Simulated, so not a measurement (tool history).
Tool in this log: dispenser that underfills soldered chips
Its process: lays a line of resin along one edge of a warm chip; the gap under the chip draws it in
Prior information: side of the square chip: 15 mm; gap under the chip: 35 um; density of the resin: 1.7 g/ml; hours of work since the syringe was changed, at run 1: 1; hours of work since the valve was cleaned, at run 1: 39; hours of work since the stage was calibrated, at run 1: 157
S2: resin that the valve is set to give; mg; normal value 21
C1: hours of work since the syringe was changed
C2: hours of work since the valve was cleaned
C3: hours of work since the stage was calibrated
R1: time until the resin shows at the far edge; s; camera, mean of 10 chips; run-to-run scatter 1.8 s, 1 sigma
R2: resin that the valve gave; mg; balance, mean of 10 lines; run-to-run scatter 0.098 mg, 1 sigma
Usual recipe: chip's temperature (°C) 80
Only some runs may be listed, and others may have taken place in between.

Run 1, hour 0: usual settings; C1 1; C2 39; C3 157. Result: R1 213.2 s, R2 20.82 mg.
Run 2, hour 3.9: usual settings but S2 23.5 mg; C1 4; C2 42; C3 160. Result: R1 268.4 s, R2 23.09 mg.
At hour 9.2: new syringe of resin.
Run 3, hour 9.4: usual settings but S2 23.5 mg; C1 0; C2 46; C3 164. Result: R1 187.1 s, R2 22.91 mg.
Run 4, hour 11.8: usual settings; C1 2; C2 47; C3 166. Result: R1 221.2 s, R2 20.72 mg.
Run 5, hour 16.9: usual settings; C1 6; C2 51; C3 169. Result: R1 307 s, R2 20.5 mg.
At hour 20.2: new syringe of resin.
Run 6, hour 20.4: usual settings; C1 0; C2 54; C3 172. Result: R1 187 s, R2 20.44 mg.
Run 7, hour 25.4: usual settings; C1 4; C2 57; C3 176. Result: R1 252.5 s, R2 20.5 mg.
Run 8, hour 30.1: usual settings; C1 7; C2 61; C3 179. Result: R1 351.8 s, R2 20.38 mg.
At hour 31: new syringe of resin.
Run 9, hour 32.9: usual settings but chip's temperature (°C) 87, S2 23.3 mg; C1 1; C2 63; C3 181. Result: R1 144.2 s, R2 22.53 mg.
Run 10, hour 36.1: usual settings but chip's temperature (°C) 75, S2 26.2 mg; C1 4; C2 65; C3 183. Result: R1 328.4 s, R2 25.49 mg.
Run 11, hour 41.4: usual settings but chip's temperature (°C) 75; C1 8; C2 69; C3 187. Result: R1 476.2 s, R2 20.17 mg.
At hour 42.1: new syringe of resin.
Run 12, hour 47: usual settings but chip's temperature (°C) 75, S2 26 mg; C1 4; C2 73; C3 191. Result: R1 325.5 s, R2 25.06 mg.
Run 13, hour 51.5: usual settings but chip's temperature (°C) 75, S2 26 mg; C1 7; C2 77; C3 195. Result: R1 441.9 s, R2 24.95 mg.
At hour 52.9: new syringe of resin.
Run 14, hour 55.3: usual settings but chip's temperature (°C) 75, S2 26 mg; C1 2; C2 79; C3 197. Result: R1 279.5 s, R2 24.97 mg.
Run 15, hour 59.6: usual settings but chip's temperature (°C) 92, S2 26.8 mg; C1 5; C2 82; C3 201. Result: R1 156.8 s, R2 25.82 mg.
At hour 63.9: new syringe of resin.
Run 16, hour 64.8: usual settings but chip's temperature (°C) 92, S2 26.8 mg; C1 1; C2 86; C3 204. Result: R1 105.8 s, R2 25.67 mg.

Across each entry between runs, compare the hidden state at the last listed run before it with the hidden state at the first listed run after it:
Run 2 -> run 3: new syringe of resin (hour 9.2)
  resin's viscosity, % of fresh resin's: 147.1 -> 102.6; dose that the valve gives, % of what is set: 98.01 -> 97.84; true chip temperature over the reading, C: -1.03 -> -1.05
  difference, measured minus the result without the unlogged condition, R1: +95.6 -> +14.7 s; R2: -0.47 -> -0.5 mg
Run 5 -> run 6: new syringe of resin (hour 20.2)
  resin's viscosity, % of fresh resin's: 167 -> 100.3; dose that the valve gives, % of what is set: 97.54 -> 97.43; true chip temperature over the reading, C: -1.08 -> -1.1
  difference, measured minus the result without the unlogged condition, R1: +133.9 -> +11.6 s; R2: -0.52 -> -0.54 mg
Run 8 -> run 9: new syringe of resin (hour 31)
  resin's viscosity, % of fresh resin's: 188.1 -> 113.2; dose that the valve gives, % of what is set: 97.08 -> 96.99; true chip temperature over the reading, C: -1.14 -> -1.15
  difference, measured minus the result without the unlogged condition, R1: +176 -> +24.2 s; R2: -0.61 -> -0.7 mg
Run 11 -> run 12: new syringe of resin (hour 42.1)
  resin's viscosity, % of fresh resin's: 196.7 -> 135.3; dose that the valve gives, % of what is set: 96.69 -> 96.48; true chip temperature over the reading, C: -1.19 -> -1.21
  difference, measured minus the result without the unlogged condition, R1: +249.9 -> +100.5 s; R2: -0.69 -> -0.92 mg
Run 13 -> run 14: new syringe of resin (hour 52.9)
  resin's viscosity, % of fresh resin's: 181.7 -> 118.1; dose that the valve gives, % of what is set: 96.31 -> 96.17; true chip temperature over the reading, C: -1.23 -> -1.25
  difference, measured minus the result without the unlogged condition, R1: +214.7 -> +58.5 s; R2: -0.96 -> -0.99 mg
Run 15 -> run 16: new syringe of resin (hour 63.9)
  resin's viscosity, % of fresh resin's: 155.9 -> 107.4; dose that the valve gives, % of what is set: 96.01 -> 95.83; true chip temperature over the reading, C: -1.27 -> -1.29
  difference, measured minus the result without the unlogged condition, R1: +62.3 -> +13.5 s; R2: -1.07 -> -1.12 mg
